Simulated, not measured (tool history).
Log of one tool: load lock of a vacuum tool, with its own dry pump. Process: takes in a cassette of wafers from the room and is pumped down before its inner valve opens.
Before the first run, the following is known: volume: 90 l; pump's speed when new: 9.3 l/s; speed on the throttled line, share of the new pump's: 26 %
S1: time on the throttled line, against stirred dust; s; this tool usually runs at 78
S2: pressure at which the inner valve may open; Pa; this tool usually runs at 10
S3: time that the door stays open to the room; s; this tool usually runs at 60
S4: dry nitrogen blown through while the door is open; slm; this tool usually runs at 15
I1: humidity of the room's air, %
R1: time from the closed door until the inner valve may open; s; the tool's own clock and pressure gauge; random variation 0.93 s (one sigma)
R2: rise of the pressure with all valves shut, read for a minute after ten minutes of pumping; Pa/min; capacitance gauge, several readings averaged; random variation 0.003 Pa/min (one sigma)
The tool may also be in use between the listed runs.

| run | hour | S1 | S2 | S3 | S4 | I1 | R1 | R2 |
|---|---|---|---|---|---|---|---|---|
| 1 | 0.0 | 78 | 10 | 60 | 15 | 43.3 | 147.3 | 0.020 |
| 2 | 443.8 | 78 | 10 | 60 | 15 | 41.8 | 146.4 | 0.015 |
| 3 | 734.5 | 62 | 10 | 60 | 15 | 46.9 | 136.0 | 0.020 |
| 4 | 1197.7 | 62 | 10 | 60 | 15 | 42.3 | 135.9 | 0.022 |
| 5 | 1586.4 | 78 | 10 | 60 | 12 | 41.8 | 147.4 | 0.021 |
| 6 | 2201.8 | 78 | 10 | 60 | 15 | 47.1 | 147.0 | 0.022 |
| 7 | 2743.0 | 78 | 10 | 60 | 15 | 41.8 | 149.2 | 0.018 |
| 8 | 3293.1 | 78 | 10 | 60 | 15 | 44.6 | 147.3 | 0.014 |
| 9 | 3715.8 | 78 | 10 | 60 | 15 | 46.8 | 148.0 | 0.019 |
| 10 | 4192.8 | 78 | 10 | 60 | 15 | 42.5 | 147.5 | 0.022 |
| 11 | 4856.1 | 78 | 10 | 60 | 15 | 43.2 | 147.8 | 0.017 |
| 12 | 5399.3 | 78 | 10 | 60 | 10 | 42.8 | 147.2 | 0.025 |
| 13 | 5854.3 | 78 | 10 | 60 | 10 | 42.8 | 148.8 | 0.021 |
| 14 | 6485.6 | 78 | 10 | 60 | 10 | 45.3 | 147.6 | 0.019 |
|  | 6658.9 | dry pump taken out, an overhauled one fitted |
| 15 | 7080.2 | 78 | 10 | 60 | 10 | 41.8 | 149.9 | 0.023 |
| 16 | 7505.1 | 78 | 10 | 60 | 10 | 40.6 | 147.4 | 0.018 |
| 17 | 8054.4 | 132 | 14 | 27 | 9 | 44.1 | 184.5 | 0.015 |
| 18 | 8665.6 | 132 | 14 | 27 | 9 | 43.0 | 183.7 | 0.015 |
| 19 | 9003.1 | 78 | 7 | 135 | 15 | 44.7 | 151.5 | 0.032 |
| 20 | 9659.9 | 78 | 12 | 33 | 12 | 45.6 | 148.4 | 0.018 |
| 21 | 10304.2 | 51 | 11 | 47 | 23 | 48.7 | 125.5 | 0.012 |
|  | 10453.9 | door's seal changed, seat wiped |
| 22 | 10851.3 | 122 | 10 | 60 | 8 | 44.8 | 178.4 | 0.023 |
| 23 | 11444.8 | 54 | 10 | 43 | 8 | 46.5 | 130.7 | 0.022 |
| 24 | 11821.5 | 54 | 10 | 43 | 8 | 42.1 | 128.6 | 0.019 |
| 25 | 12296.2 | 54 | 10 | 43 | 8 | 45.0 | 130.3 | 0.016 |
| 26 | 12593.4 | 100 | 9 | 116 | 21 | 43.0 | 164.7 | 0.025 |
| 27 | 13011.8 | 100 | 9 | 116 | 21 | 42.4 | 165.3 | 0.022 |
| 28 | 13317.9 | 100 | 9 | 116 | 21 | 44.7 | 165.7 | 0.026 |
| 29 | 13804.6 | 50 | 15 | 181 | 21 | 43.1 | 123.2 | 0.027 |

Each row is a separate what-if for the run after 29, all from the same tool condition, not one after another. Results?
| A | 14263.0 | 58 | 16 | 181 | 11 | 43.6 | ? | ? |
| B | 14263.0 | 134 | 10 | 67 | 5 | 46.1 | ? | ? |
| C | 14263.0 | 78 | 12 | 41 | 21 | 42.7 | ? | ? |

| run | R1 | R2 |
|---|---|---|
| A | 127.4 | 0.041 |
| B | 188.3 | 0.031 |
| C | 146.6 | 0.006 |
The same runs, with their run-to-run variation unchanged, on a tool lacking any hidden condition would have given:
| run | R1 | R2 |
|---|---|---|
| A | 127.4 | 0.041 |
| B | 188.3 | 0.031 |
| C | 146.6 | 0.006 |
